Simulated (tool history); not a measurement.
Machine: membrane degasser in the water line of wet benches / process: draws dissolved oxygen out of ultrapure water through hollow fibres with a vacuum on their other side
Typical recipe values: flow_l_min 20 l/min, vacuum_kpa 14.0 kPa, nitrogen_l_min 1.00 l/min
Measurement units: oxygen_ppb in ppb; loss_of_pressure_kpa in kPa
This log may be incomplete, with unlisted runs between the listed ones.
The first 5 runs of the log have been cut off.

| run | hour | flow_l_min | vacuum_kpa | nitrogen_l_min | oxygen_ppb | loss_of_pressure_kpa |
|---|---|---|---|---|---|---|
| 6 | 937.4 | 20 | 14.0 | 0.63 | 770.0 | 26.65 |
| 7 | 1153.3 | 20 | 14.0 | 0.63 | 755.8 | 26.46 |
| 8 | 1329.2 | 20 | 24.0 | 1.00 | 948.5 | 26.14 |
| 9 | 1550.0 | 20 | 24.0 | 1.00 | 942.9 | 26.48 |
| 10 | 1768.9 | 20 | 11.3 | 1.00 | 456.4 | 26.37 |
| 11 | 1903.0 | 20 | 19.8 | 1.00 | 783.6 | 26.20 |
| 12 | 2110.8 | 20 | 19.9 | 1.00 | 792.2 | 26.37 |
| 13 | 2253.5 | 20 | 19.9 | 1.00 | 798.6 | 26.51 |
| 14 | 2378.4 | 20 | 14.0 | 1.00 | 566.6 | 26.04 |
| 15 | 2544.5 | 20 | 14.0 | 1.00 | 582.6 | 26.42 |
| 16 | 2827.7 | 20 | 9.0 | 1.00 | 356.3 | 26.26 |
|  | 2915.6 | vacuum gauge calibrated |
| 17 | 2985.3 | 20 | 9.0 | 1.00 | 360.9 | 26.32 |
| 18 | 3206.4 | 20 | 9.0 | 1.00 | 358.5 | 26.37 |
| 19 | 3414.9 | 20 | 9.0 | 1.00 | 361.7 | 26.03 |
| 20 | 3654.2 | 20 | 9.0 | 1.00 | 356.7 | 26.28 |
| 21 | 3926.8 | 20 | 13.6 | 2.95 | 277.5 | 26.07 |
| 22 | 4099.3 | 19 | 14.0 | 0.51 | 842.3 | 24.82 |
| 23 | 4259.9 | 12 | 24.0 | 2.89 | 245.7 | 15.65 |

Predict the results of run 24:
| 24 | 4402.0 | 12 | 24.0 | 2.89 | ? | ? |

oxygen_ppb: 249.6 ppb
loss_of_pressure_kpa: 16.13 kPa
If the tool had no hidden condition, the same run with the same run-to-run variation would have returned oxygen_ppb 249.3 ppb, loss_of_pressure_kpa 16.11 kPa.
